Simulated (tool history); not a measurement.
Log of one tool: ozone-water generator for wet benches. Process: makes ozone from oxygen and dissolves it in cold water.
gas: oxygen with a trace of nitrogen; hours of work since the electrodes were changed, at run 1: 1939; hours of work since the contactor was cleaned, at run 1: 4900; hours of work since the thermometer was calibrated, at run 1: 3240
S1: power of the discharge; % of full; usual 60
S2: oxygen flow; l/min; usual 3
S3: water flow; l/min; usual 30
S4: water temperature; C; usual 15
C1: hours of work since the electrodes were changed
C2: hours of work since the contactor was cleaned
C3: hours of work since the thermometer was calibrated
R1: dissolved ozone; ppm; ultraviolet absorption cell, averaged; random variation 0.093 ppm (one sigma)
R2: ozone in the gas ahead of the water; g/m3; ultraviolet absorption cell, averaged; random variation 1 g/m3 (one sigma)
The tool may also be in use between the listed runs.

run	hour	S1	S2	S3	S4	C1	C2	C3	R1	R2
1	0	60	3	30	15	1939	4900	3240	9.16	167.2
2	178.7	60	3	30	15	2090	5051	3390	9.12	166.4
3	359.4	60	3	30	15	2243	5203	3543	9.12	164.8
4	451.8	60	3	30	15	2321	5281	3621	9.06	164.6
5	539.2	60	3	30	15	2395	5355	3695	9.11	164.6
6	682.7	60	3	30	21	2516	5476	3816	8.62	165.6
# hour 798.4: water thermometer calibrated
7	820.5	60	4.48	30	15	2632	5592	19	9.72	134.2
8	1004.6	60	4.48	30	15	2787	5748	174	9.75	132.8
9	1189.3	60	4.48	30	15	2943	5904	330	9.73	132.5
# hour 1233.5: water thermometer calibrated, once more
10	1315.7	60	2.61	30	15	3050	6010	69	8.56	176.9
11	1428.8	60	2.61	30	15	3145	6106	165	8.49	172.9
12	1524.7	60	3.38	30	15	3226	6187	246	9.21	150.7
# hour 1610: contactor cleaned
13	1706.7	60	3.38	24	15	3377	82	396	11.98	152.6
14	1838	47	2.14	29	15	3488	193	507	7.41	161.2
15	1922.2	60	2.3	30	15	3559	264	578	8.59	185.5
16	2012.4	45	2.3	30	12	3635	340	655	7.12	148.8
17	2198.5	60	3.66	44	15	3792	497	812	6.24	146.2
18	2285.1	55	3.66	44	15	3865	570	885	5.94	134.7
19	2395.7	69	3	42	15	3959	664	978	6.98	177.6
20	2509.4	47	3	30	10	4055	760	1074	7.98	135.4
21	2692.5	57	3.1	37	20	4210	914	1229	6.66	150.6
22	2821	57	3.1	31	20	4318	1023	1338	8.27	149.7

4 ways to go on from here, each from the tool as it stands after run 22. What would each give?
A	2913.8	60	5	20	15	4396	1101	1416	?	?
B	2913.8	57	3.1	23	17	4396	1101	1416	?	?
C	2913.8	57	3	30	15	4396	1101	1416	?	?
D	2913.8	71	3	20	15	4396	1101	1416	?	?

run	R1	R2
A	14.57	121.8
B	11.28	150.9
C	8.74	152.9
D	15.45	180.1
Without the tool's hidden state the same runs would have given:
run	R1	R2
A	16.05	132.6
B	12.39	163.5
C	9.61	165.6
D	17.22	198.2

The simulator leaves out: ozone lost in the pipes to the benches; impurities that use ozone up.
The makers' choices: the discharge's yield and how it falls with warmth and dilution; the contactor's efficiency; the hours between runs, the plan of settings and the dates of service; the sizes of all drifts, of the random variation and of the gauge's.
